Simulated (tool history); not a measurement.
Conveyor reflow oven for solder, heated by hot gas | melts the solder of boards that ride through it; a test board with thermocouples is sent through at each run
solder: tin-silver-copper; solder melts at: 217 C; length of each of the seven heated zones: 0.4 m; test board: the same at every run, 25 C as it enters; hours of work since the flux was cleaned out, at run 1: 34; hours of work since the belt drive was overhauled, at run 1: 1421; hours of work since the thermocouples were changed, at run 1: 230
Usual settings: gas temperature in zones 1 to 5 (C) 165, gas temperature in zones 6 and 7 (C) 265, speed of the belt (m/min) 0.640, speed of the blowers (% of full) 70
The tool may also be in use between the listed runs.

run,hour,gas temperature in zones 1 to 5 (C),gas temperature in zones 6 and 7 (C),speed of the belt (m/min),speed of the blowers (% of full),hours of work since the flux was cleaned out,hours of work since the belt drive was overhauled,hours of work since the thermocouples were changed,highest temperature of the board (C),time above the solder's melting point (s)
1,0.0,165,265,0.640,70,34,1421,230,251.3,54.8
2,72.1,164,265,0.640,70,86,1473,282,250.3,53.6
3,128.5,165,265,0.640,70,126,1514,323,250.2,54.9
4,174.5,165,265,0.640,70,159,1547,356,250.1,54.7
5,258.9,165,265,0.640,70,220,1608,417,250.2,53.9
# hour 327.4: flux residue cleaned out of gas plates and filters
6,360.3,165,265,0.640,70,24,1677,486,252.4,56.0
# hour 448.2: belt drive overhauled, speed set with a stopwatch
7,459.3,165,265,0.640,70,92,8,555,250.9,51.6
8,522.5,165,265,0.640,70,137,53,600,250.4,51.5
9,617.1,165,265,0.640,70,206,122,668,249.8,51.0
10,666.5,163,265,0.640,70,241,157,704,248.8,50.3
# hour 702.1: flux residue cleaned out of gas plates and filters
11,736.1,174,259,0.640,70,24,204,750,247.4,53.0
12,822.3,165,268,0.640,70,86,266,812,253.8,55.0
13,880.0,162,265,0.664,70,128,307,854,248.8,48.4
14,936.2,165,265,0.531,70,168,348,894,256.1,69.5
15,1033.8,154,265,0.640,78,239,418,964,249.4,48.1
# hour 1073.2: flux residue cleaned out of gas plates and filters
16,1085.1,165,265,0.621,70,9,451,998,253.6,56.4
17,1136.5,165,265,0.621,70,46,488,1035,253.5,56.4
18,1228.5,173,261,0.621,70,112,554,1101,250.1,57.0
19,1318.0,165,265,0.570,70,176,619,1165,254.7,64.3

4 ways to go on from here, each from the tool as it stands after run 19. What would each give?
A,1406.8,165,261,0.512,89,240,683,1229,?,?
B,1406.8,168,265,0.758,74,240,683,1229,?,?
C,1406.8,167,265,0.640,70,240,683,1229,?,?
D,1406.8,165,265,0.573,70,240,683,1229,?,?

run,highest temperature of the board (C),time above the solder's melting point (s)
A,256.1,74.4
B,245.6,41.5
C,251.7,54.1
D,254.8,63.7
Without the tool's hidden state the same runs would have given:
run,highest temperature of the board (C),time above the solder's melting point (s)
A,253.5,72.1
B,244.2,40.2
C,249.8,52.3
D,252.6,61.5
